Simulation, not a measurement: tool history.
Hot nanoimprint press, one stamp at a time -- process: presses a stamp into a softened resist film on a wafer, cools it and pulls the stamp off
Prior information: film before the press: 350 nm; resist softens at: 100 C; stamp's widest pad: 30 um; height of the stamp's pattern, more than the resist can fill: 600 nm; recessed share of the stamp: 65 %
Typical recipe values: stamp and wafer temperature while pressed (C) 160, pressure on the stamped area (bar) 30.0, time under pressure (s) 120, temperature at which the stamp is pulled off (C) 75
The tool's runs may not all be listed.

run   hour  stamp and wafer temperature while pressed (C)  pressure on the stamped area (bar)  time under pressure (s)  temperature at which the stamp is pulled off (C)  resist left under the stamp's widest pad (nm)  greatest force while the stamp is pulled off (N)
  1    0.0                                            160                                30.0                      120                                                75                                          206.5                                               176
  2   30.7                                            160                                30.0                      120                                                75                                          207.5                                               184
  3   43.9                                            160                                30.0                      120                                                77                                          207.8                                               176
  4   73.6                                            160                                18.5                      120                                                75                                          239.2                                               190
  5   93.5                                            160                                18.5                      120                                                75                                          241.4                                               192
     123.1  -- plate thermocouple calibrated
  6  125.0                                            160                                18.5                      120                                                75                                          231.2                                               194
  7  154.1                                            160                                18.5                      120                                                75                                          232.2                                               199
     176.5  -- stamp cleaned and given a new release coat
  8  188.2                                            160                                18.5                      120                                                75                                          233.1                                               163
  9  204.2                                            165                                18.5                      120                                                75                                          206.1                                               172
 10  231.3                                            160                                30.0                      120                                                75                                          202.6                                               175
 11  246.3                                            160                                26.1                      120                                                75                                          210.7                                               183
 12  268.7                                            160                                26.1                      120                                                75                                          213.0                                               179
 13  299.8                                            160                                26.1                      120                                                75                                          212.0                                               194
 14  313.9                                            160                                30.0                      120                                                81                                          203.4                                               167
 15  344.1                                            160                                30.0                      120                                                81                                          205.8                                               176
     377.3  -- stamp cleaned and given a new release coat
 16  377.3                                            160                                30.0                      120                                                81                                          204.3                                               145
 17  400.1                                            160                                30.0                      120                                                81                                          206.3                                               149
 18  421.7                                            158                                19.8                       68                                                80                                          278.3                                               155
 19  434.5                                            172                                30.0                      120                                                66                                          143.4                                               220
 20  455.1                                            160                                43.9                      120                                                80                                          182.9                                               162
 21  469.3                                            160                                43.9                      120                                                80                                          182.7                                               163
 22  491.7                                            160                                43.9                      120                                                80                                          183.0                                               170
 23  511.8                                            154                                22.0                      116                                                70                                          265.5                                               222
     528.8  -- plate thermocouple calibrated
 24  538.1                                            156                                22.0                      116                                                72                                          245.6                                               199
 25  550.8                                            156                                22.0                      116                                                72                                          247.5                                               211
 26  569.7                                            156                                31.4                      116                                                83                                          224.9                                               166

For run 27, what comes out?
     581.3  -- stamp cleaned and given a new release coat
 27  601.0                                            156                                31.4                      116                                                83                                              ?                                                 ?

Run 27 gave resist left under the stamp's widest pad (nm) 224.7, greatest force while the stamp is pulled off (N) 136.
On a tool with no hidden condition, and with the same random variation, this run would have come out at resist left under the stamp's widest pad (nm) 222.1, greatest force while the stamp is pulled off (N) 132.
